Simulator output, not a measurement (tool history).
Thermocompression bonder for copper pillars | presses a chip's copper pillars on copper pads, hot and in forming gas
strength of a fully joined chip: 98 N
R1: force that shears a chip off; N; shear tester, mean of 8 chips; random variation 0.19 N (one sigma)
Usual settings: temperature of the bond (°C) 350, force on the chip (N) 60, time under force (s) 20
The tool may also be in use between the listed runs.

run 1 day=0 | temperature_of_the_bond_(°C)=350 force_on_the_chip_(N)=60 time_under_force_(s)=20 | R1=68.8
run 2 day=0.792 | temperature_of_the_bond_(°C)=353 force_on_the_chip_(N)=60 time_under_force_(s)=20 | R1=69.8
run 3 day=1.571 | temperature_of_the_bond_(°C)=353 force_on_the_chip_(N)=60 time_under_force_(s)=20 | R1=69.5
run 4 day=2.217 | temperature_of_the_bond_(°C)=350 force_on_the_chip_(N)=51 time_under_force_(s)=20 | R1=64.6
run 5 day=2.917 | temperature_of_the_bond_(°C)=350 force_on_the_chip_(N)=51 time_under_force_(s)=20 | R1=64.3
run 6 day=3.279 | temperature_of_the_bond_(°C)=350 force_on_the_chip_(N)=60 time_under_force_(s)=20 | R1=69
run 7 day=4.033 | temperature_of_the_bond_(°C)=350 force_on_the_chip_(N)=60 time_under_force_(s)=20 | R1=69
run 8 day=4.542 | temperature_of_the_bond_(°C)=369 force_on_the_chip_(N)=54 time_under_force_(s)=20 | R1=72.2
run 9 day=5.225 | temperature_of_the_bond_(°C)=369 force_on_the_chip_(N)=54 time_under_force_(s)=20 | R1=71.8
-- day=5.308 forming gas filter changed
run 10 day=6.021 | temperature_of_the_bond_(°C)=344 force_on_the_chip_(N)=60 time_under_force_(s)=24 | R1=71.7
run 11 day=6.454 | temperature_of_the_bond_(°C)=368 force_on_the_chip_(N)=47 time_under_force_(s)=15 | R1=65

Forecast each of these 5 alternatives for the next run:
run A day=7.004 | temperature_of_the_bond_(°C)=341 force_on_the_chip_(N)=45 time_under_force_(s)=48 | R1=?
run B day=7.004 | temperature_of_the_bond_(°C)=350 force_on_the_chip_(N)=60 time_under_force_(s)=31 | R1=?
run C day=7.004 | temperature_of_the_bond_(°C)=363 force_on_the_chip_(N)=56 time_under_force_(s)=13 | R1=?
run D day=7.004 | temperature_of_the_bond_(°C)=374 force_on_the_chip_(N)=49 time_under_force_(s)=15 | R1=?
run E day=7.004 | temperature_of_the_bond_(°C)=351 force_on_the_chip_(N)=40 time_under_force_(s)=20 | R1=?

run=A R1=74.8
run=B R1=78.1
run=C R1=66
run=D R1=68.6
run=E R1=60
Without the tool's hidden state the same runs would have given:
run=A R1=72.8
run=B R1=76.2
run=C R1=64
run=D R1=66.6
run=E R1=57.9
